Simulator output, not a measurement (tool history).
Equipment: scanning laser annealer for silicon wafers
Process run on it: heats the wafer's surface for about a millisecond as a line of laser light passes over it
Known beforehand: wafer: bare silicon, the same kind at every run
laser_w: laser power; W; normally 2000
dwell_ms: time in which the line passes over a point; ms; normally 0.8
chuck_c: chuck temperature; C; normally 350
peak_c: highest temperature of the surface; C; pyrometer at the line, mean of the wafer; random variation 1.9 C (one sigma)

Run 1, hour 0: usual settings. Result: peak_c 1121 C.
Run 2, hour 65.4: usual settings. Result: peak_c 1118 C.
Run 3, hour 98: usual settings. Result: peak_c 1120 C.
Run 4, hour 130.2: usual settings. Result: peak_c 1120 C.
Run 5, hour 184.8: usual settings but laser_w 2102 W. Result: peak_c 1166 C.
Run 6, hour 239.6: usual settings. Result: peak_c 1112 C.
Run 7, hour 266.9: usual settings. Result: peak_c 1114 C.
Run 8, hour 312: usual settings but dwell_ms 0.775 ms. Result: peak_c 1102 C.
Run 9, hour 350.9: usual settings but dwell_ms 0.65 ms. Result: peak_c 1038 C.
Run 10, hour 414: usual settings but dwell_ms 0.65 ms. Result: peak_c 1042 C.
At hour 422.5: laser's power meter calibrated.
Run 11, hour 450.5: usual settings. Result: peak_c 1105 C.
Run 12, hour 487.2: usual settings but laser_w 2004 W, dwell_ms 0.728 ms, chuck_c 335 C. Result: peak_c 1062 C.
Run 13, hour 549.2: usual settings but laser_w 2004 W, dwell_ms 0.664 ms, chuck_c 351 C. Result: peak_c 1048 C.
Run 14, hour 604.8: usual settings but laser_w 2004 W, dwell_ms 0.707 ms, chuck_c 371 C. Result: peak_c 1087 C.
Run 15, hour 662.7: usual settings but laser_w 2004 W, dwell_ms 0.707 ms, chuck_c 371 C. Result: peak_c 1086 C.
Run 16, hour 696: usual settings but laser_w 2004 W, dwell_ms 0.707 ms, chuck_c 371 C. Result: peak_c 1084 C.
At hour 754.5: laser's power meter calibrated, once more.
Run 17, hour 764.4: usual settings but laser_w 2184 W, dwell_ms 0.948 ms, chuck_c 388 C. Result: peak_c 1292 C.
Run 18, hour 813.2: usual settings but laser_w 2184 W, dwell_ms 0.948 ms, chuck_c 388 C. Result: peak_c 1290 C.
Run 19, hour 858.8: usual settings but laser_w 1703 W, dwell_ms 0.728 ms, chuck_c 355 C. Result: peak_c 941 C.
Run 20, hour 921.4: usual settings but laser_w 1770 W. Result: peak_c 992 C.
Run 21, hour 968: usual settings but laser_w 1770 W. Result: peak_c 995 C.
Run 22, hour 1032.5: usual settings but laser_w 1770 W, dwell_ms 0.986 ms. Result: peak_c 1053 C.

Pick out some run-to-run changes in peak_c. Of each, how much would a tool without hidden state show as well, from the settings, what came in and chance, and how much is left for the hidden state and any gauge scatter not in both results compared?
The tool's hidden condition here consists of: light that passes the window, % of a clean one's; laser's true power over the reading, %; width of the line over the set one, %; drift of the gauge itself on peak_c, C.
Run 16 -> 17: laser_w 2004 -> 2184, dwell_ms 0.707 -> 0.948, chuck_c 371 -> 388, laser's power meter calibrated, once more. peak_c +208 C: hidden state -11, all else +219.
Run 18 -> 19: laser_w 2184 -> 1703, dwell_ms 0.948 -> 0.728, chuck_c 388 -> 355. peak_c -349 C: hidden state +13, all else -362.

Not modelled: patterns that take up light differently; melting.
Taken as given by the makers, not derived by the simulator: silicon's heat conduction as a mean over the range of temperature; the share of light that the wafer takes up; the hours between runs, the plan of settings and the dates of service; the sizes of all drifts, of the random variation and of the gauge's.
